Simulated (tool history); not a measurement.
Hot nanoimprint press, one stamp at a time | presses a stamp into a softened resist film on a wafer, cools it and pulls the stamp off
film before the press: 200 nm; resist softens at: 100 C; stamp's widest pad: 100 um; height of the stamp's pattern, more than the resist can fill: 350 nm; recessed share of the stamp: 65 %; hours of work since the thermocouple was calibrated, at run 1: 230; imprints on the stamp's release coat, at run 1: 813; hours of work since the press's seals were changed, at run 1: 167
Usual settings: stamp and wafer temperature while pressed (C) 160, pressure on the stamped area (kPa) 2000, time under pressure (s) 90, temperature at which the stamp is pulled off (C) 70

run	hour	stamp and wafer temperature while pressed (C)	pressure on the stamped area (kPa)	time under pressure (s)	temperature at which the stamp is pulled off (C)	hours of work since the thermocouple was calibrated	imprints on the stamp's release coat	hours of work since the press's seals were changed	resist left under the stamp's widest pad (angstrom)	greatest force while the stamp is pulled off (N)
1	0.0	160	2000	90	70	230	813	167	1105	210
2	8.6	160	2000	90	70	235	833	173	1104	203
3	13.6	160	2000	90	70	239	845	176	1107	201
4	20.9	160	2000	90	70	244	863	181	1104	206
5	26.8	160	2000	90	70	248	877	185	1100	205
6	36.8	160	2000	90	70	254	901	192	1107	201
7	46.6	160	2000	90	70	261	924	198	1107	209
8	53.4	160	2000	90	70	266	941	203	1108	205
# hour 57.2: plate thermocouple calibrated
9	62.2	160	2000	90	70	3	955	207	1104	199
10	72.2	160	2000	90	70	10	978	214	1104	200
11	79.9	160	2000	62	70	15	997	219	1238	200
12	87.9	160	2000	90	70	21	1016	224	1106	205
13	97.3	160	2000	90	70	27	1039	231	1103	202
14	107.1	160	2000	90	70	34	1062	237	1107	200
15	116.6	160	2000	90	70	40	1085	244	1099	206
16	121.5	160	2000	90	70	43	1096	247	1105	206
17	129.8	160	2000	90	70	49	1116	253	1106	207
18	137.0	169	2020	112	65	54	1134	258	748	230
19	143.8	169	2020	112	65	59	1150	262	751	221
20	153.2	169	2020	112	65	65	1173	268	755	224
21	159.6	169	2020	112	65	69	1188	273	752	211
22	163.6	169	2020	112	65	72	1198	276	754	224
23	168.8	152	1320	47	55	76	1210	279	1769	254
24	176.3	152	1320	47	55	81	1228	284	1770	254
25	180.7	151	1580	46	58	84	1238	287	1743	242
26	190.7	160	1690	90	66	90	1262	294	1197	216
27	196.8	160	1690	111	66	94	1277	298	1126	220
28	204.2	170	1560	90	70	99	1295	303	893	208
29	209.0	167	1920	80	77	103	1306	306	923	180

4 ways to go on from here, each from the tool as it stands after run 29. What would each give?
A	214.7	160	2000	90	67	107	1320	310	?	?
B	214.7	167	1450	80	77	107	1320	310	?	?
C	214.7	160	2500	90	75	107	1320	310	?	?
D	214.7	160	2120	111	59	107	1320	310	?	?

run	resist left under the stamp's widest pad (angstrom)	greatest force while the stamp is pulled off (N)
A	1100	214
B	1070	173
C	988	185
D	1007	240
Without the tool's hidden state the same runs would have given:
run	resist left under the stamp's widest pad (angstrom)	greatest force while the stamp is pulled off (N)
A	1101	212
B	1071	172
C	988	183
D	1008	238
